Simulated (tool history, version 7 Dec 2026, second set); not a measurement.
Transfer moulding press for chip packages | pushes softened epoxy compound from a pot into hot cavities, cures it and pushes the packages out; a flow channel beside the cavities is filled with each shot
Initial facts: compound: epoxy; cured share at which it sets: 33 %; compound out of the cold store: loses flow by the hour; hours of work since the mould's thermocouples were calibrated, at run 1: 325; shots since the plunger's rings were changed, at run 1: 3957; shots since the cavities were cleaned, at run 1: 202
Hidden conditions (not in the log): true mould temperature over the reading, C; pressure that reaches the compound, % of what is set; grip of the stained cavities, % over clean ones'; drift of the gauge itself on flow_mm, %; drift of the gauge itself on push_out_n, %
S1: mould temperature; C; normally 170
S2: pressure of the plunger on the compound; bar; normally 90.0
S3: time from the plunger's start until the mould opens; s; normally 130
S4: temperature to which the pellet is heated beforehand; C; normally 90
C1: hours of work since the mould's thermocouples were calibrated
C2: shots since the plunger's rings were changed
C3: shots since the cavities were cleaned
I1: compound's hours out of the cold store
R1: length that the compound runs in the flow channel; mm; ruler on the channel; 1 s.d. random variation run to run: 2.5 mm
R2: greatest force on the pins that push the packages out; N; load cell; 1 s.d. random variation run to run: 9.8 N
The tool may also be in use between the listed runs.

run	hour	S1	S2	S3	S4	C1	C2	C3	I1	R1	R2
1	0.0	170	90.0	130	90	325	3957	202	45.8	711	449
2	50.9	170	90.0	131	90	348	4275	520	42.4	726	437
3	124.2	170	90.0	131	90	381	4733	978	30.3	765	456
# hour 160.6: cavities cleaned with cleaning compound and waxed
4	178.4	175	90.0	130	90	405	5063	111	20.8	787	420
5	245.6	175	90.0	130	90	435	5483	531	20.3	790	408
6	310.7	175	90.0	130	90	464	5890	938	31.3	752	424
# hour 328.8: plunger's sealing rings changed
# hour 354.0: cavities cleaned with cleaning compound and waxed
7	384.7	169	90.0	130	90	495	341	192	39.1	736	444
8	480.2	170	90.0	130	90	538	938	789	8.2	857	476
# hour 546.6: cavities cleaned with cleaning compound and waxed
9	576.5	170	90.0	130	97	581	1531	187	27.3	777	440
10	641.1	172	90.0	130	90	610	1935	591	19.0	800	441
11	717.3	172	90.0	130	90	644	2411	1067	28.2	770	435
# hour 733.3: cavities cleaned with cleaning compound and waxed
12	775.4	170	90.0	130	90	669	2764	262	35.2	748	459
13	824.0	170	90.0	130	90	691	3069	567	45.2	715	456
# hour 840.4: mould's thermocouples calibrated
14	890.2	170	90.0	130	90	22	3470	968	15.1	829	464
# hour 924.2: cavities cleaned with cleaning compound and waxed
15	967.3	170	90.0	130	90	56	3942	269	34.2	752	443
16	1063.3	170	90.0	130	90	99	4543	870	32.4	758	451
17	1108.4	165	82.6	151	84	120	4825	1152	33.2	736	478
# hour 1119.3: cavities cleaned with cleaning compound and waxed
18	1188.7	165	82.6	151	84	155	5318	434	10.9	820	500
19	1264.2	165	82.6	151	84	189	5789	905	36.8	722	484
# hour 1298.3: plunger's sealing rings changed
# hour 1312.7: cavities cleaned with cleaning compound and waxed
20	1351.5	165	98.0	130	94	226	323	243	36.3	788	575
21	1393.2	165	98.0	130	94	245	584	504	31.6	806	550
22	1444.1	166	90.0	138	90	268	902	822	30.3	781	483
# hour 1506.0: cavities cleaned with cleaning compound and waxed
23	1506.0	176	90.0	142	90	295	1280	0	8.7	835	417
24	1599.7	176	103.1	132	82	337	1866	586	47.9	739	414
25	1683.6	177	68.0	140	81	374	2390	1110	17.5	696	420
# hour 1697.6: cavities cleaned with cleaning compound and waxed
26	1778.0	173	103.7	143	99	416	2971	503	11.5	894	415
27	1863.1	170	84.0	130	90	454	3503	1035	19.8	783	464

What differs in the tool's unlogged condition from the final listed run ahead of each entry between runs to the first listed run following it?
Logged between run 3 and run 4: cavities cleaned with cleaning compound and waxed (hour 160.6)
  grip of the stained cavities, % over clean ones': 1.8 -> 0.6
Logged between run 6 and run 7: plunger's sealing rings changed (hour 328.8); cavities cleaned with cleaning compound and waxed (hour 354.0)
  pressure that reaches the compound, % of what is set: 99.87 -> 99.98; grip of the stained cavities, % over clean ones': 1.8 -> 0.8
Logged between run 8 and run 9: cavities cleaned with cleaning compound and waxed (hour 546.6)
  pressure that reaches the compound, % of what is set: 99.97 -> 99.96; grip of the stained cavities, % over clean ones': 1.7 -> 0.9
Logged between run 11 and run 12: cavities cleaned with cleaning compound and waxed (hour 733.3)
  pressure that reaches the compound, % of what is set: 99.94 -> 99.93; grip of the stained cavities, % over clean ones': 1.9 -> 1
Logged between run 13 and run 14: mould's thermocouples calibrated (hour 840.4)
  true mould temperature over the reading, C: 0.01 -> 0; pressure that reaches the compound, % of what is set: 99.93 -> 99.92; grip of the stained cavities, % over clean ones': 1.6 -> 1.8
Logged between run 14 and run 15: cavities cleaned with cleaning compound and waxed (hour 924.2)
  pressure that reaches the compound, % of what is set: 99.92 -> 99.91; grip of the stained cavities, % over clean ones': 1.8 -> 1
Logged between run 17 and run 18: cavities cleaned with cleaning compound and waxed (hour 1119.3)
  pressure that reaches the compound, % of what is set: 99.89 -> 99.88; grip of the stained cavities, % over clean ones': 1.9 -> 1.4
Logged between run 19 and run 20: plunger's sealing rings changed (hour 1298.3); cavities cleaned with cleaning compound and waxed (hour 1312.7)
  pressure that reaches the compound, % of what is set: 99.87 -> 99.99; grip of the stained cavities, % over clean ones': 1.8 -> 0.9
Logged between run 22 and run 23: cavities cleaned with cleaning compound and waxed (hour 1506.0)
  pressure that reaches the compound, % of what is set: 99.98 -> 99.97; grip of the stained cavities, % over clean ones': 1.7 -> 0.1
Logged between run 25 and run 26: cavities cleaned with cleaning compound and waxed (hour 1697.6)
  pressure that reaches the compound, % of what is set: 99.95 -> 99.94; grip of the stained cavities, % over clean ones': 1.9 -> 1.5
